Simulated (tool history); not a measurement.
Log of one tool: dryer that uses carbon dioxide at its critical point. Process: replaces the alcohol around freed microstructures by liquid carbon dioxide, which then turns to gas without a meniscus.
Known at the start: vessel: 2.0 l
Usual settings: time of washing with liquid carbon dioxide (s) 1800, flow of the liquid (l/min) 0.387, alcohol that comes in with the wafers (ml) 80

run   hour  time of washing with liquid carbon dioxide (s)  flow of the liquid (l/min)  alcohol that comes in with the wafers (ml)  alcohol left in the vessel before it's heated (ppm by volume)
  1    0.0                                            1800                       0.387                                          80                                                            234
  2    4.5                                            1800                       0.295                                          80                                                            738
  3   11.4                                            1800                       0.295                                          80                                                            701
  4   20.7                                            1800                       0.387                                          46                                                            155
  5   26.8                                            1800                       0.387                                          80                                                            257
  6   33.2                                            1800                       0.387                                          80                                                            254
  7   41.3                                            1800                       0.387                                          80                                                            253
  8   48.0                                            1800                       0.387                                          80                                                            264
  9   55.1                                            1800                       0.387                                          80                                                            270
 10   62.0                                            1800                       0.387                                          80                                                            255
 11   71.0                                            1800                       0.387                                          80                                                            276
 12   76.4                                            1800                       0.387                                          80                                                            282
 13   83.9                                            1800                       0.387                                          80                                                            275
 14   91.2                                            1800                       0.387                                          80                                                            284
 15   95.8                                            1800                       0.387                                          80                                                            282
 16   99.7                                            1800                       0.387                                         108                                                            373
 17  107.7                                            1800                       0.387                                          41                                                            164
 18  116.5                                            1800                       0.387                                          83                                                            303
 19  121.2                                            1800                       0.387                                          80                                                            309
 20  126.0                                            1800                       0.387                                          80                                                            296
 21  131.9                                            1800                       0.469                                          80                                                            143
 22  138.8                                            2040                       0.387                                          80                                                            179
 23  143.3                                            2040                       0.387                                          80                                                            173
 24  150.0                                            1440                       0.565                                          84                                                            186
 25  155.4                                            1680                       0.259                                          80                                                           1686
 26  162.0                                            1440                       0.470                                          75                                                            362
 27  167.7                                            1440                       0.470                                          75                                                            370
 28  172.6                                            1800                       0.387                                          21                                                            121
 29  176.8                                            1800                       0.387                                          21                                                            120
 30  185.5                                            1800                       0.387                                          21                                                            126
 31  190.6                                            1800                       0.315                                          26                                                            286
 32  197.0                                            1800                       0.279                                          21                                                            335
 33  201.7                                            1800                       0.279                                          21                                                            340
 34  205.5                                            1860                       0.583                                          65                                                             77
 35  212.1                                            1140                       0.497                                          40                                                            447
 36  219.3                                            1140                       0.587                                          40                                                            253
 37  225.0                                            1140                       0.587                                          40                                                            244
 38  230.6                                            1800                       0.439                                          85                                                            230
 39  239.0                                            2340                       0.318                                          47                                                            185
 40  244.3                                            2040                       0.387                                         103                                                            258
 41  252.7                                            1380                       0.387                                         103                                                           1343
 42  256.5                                            1860                       0.294                                          33                                                            406
 43  261.5                                            1800                       0.387                                          55                                                            277
 44  268.1                                            1920                       0.269                                          41                                                            590
 45  277.0                                            1920                       0.269                                          41                                                            603
 46  284.4                                            2220                       0.353                                          40                                                            149

Forecast each of these 3 alternatives for the next run:
  A  291.7                                            1800                       0.629                                          34                                                              ?
  B  291.7                                            2340                       0.635                                          80                                                              ?
  C  291.7                                            1800                       0.263                                          82                                                              ?

run  alcohol left in the vessel before it's heated (ppm by volume)
  A                                                             70
  B                                                             61
  C                                                           1553
Without the tool's hidden state the same runs would have given:
run  alcohol left in the vessel before it's heated (ppm by volume)
  A                                                              7
  B                                                              3
  C                                                            938

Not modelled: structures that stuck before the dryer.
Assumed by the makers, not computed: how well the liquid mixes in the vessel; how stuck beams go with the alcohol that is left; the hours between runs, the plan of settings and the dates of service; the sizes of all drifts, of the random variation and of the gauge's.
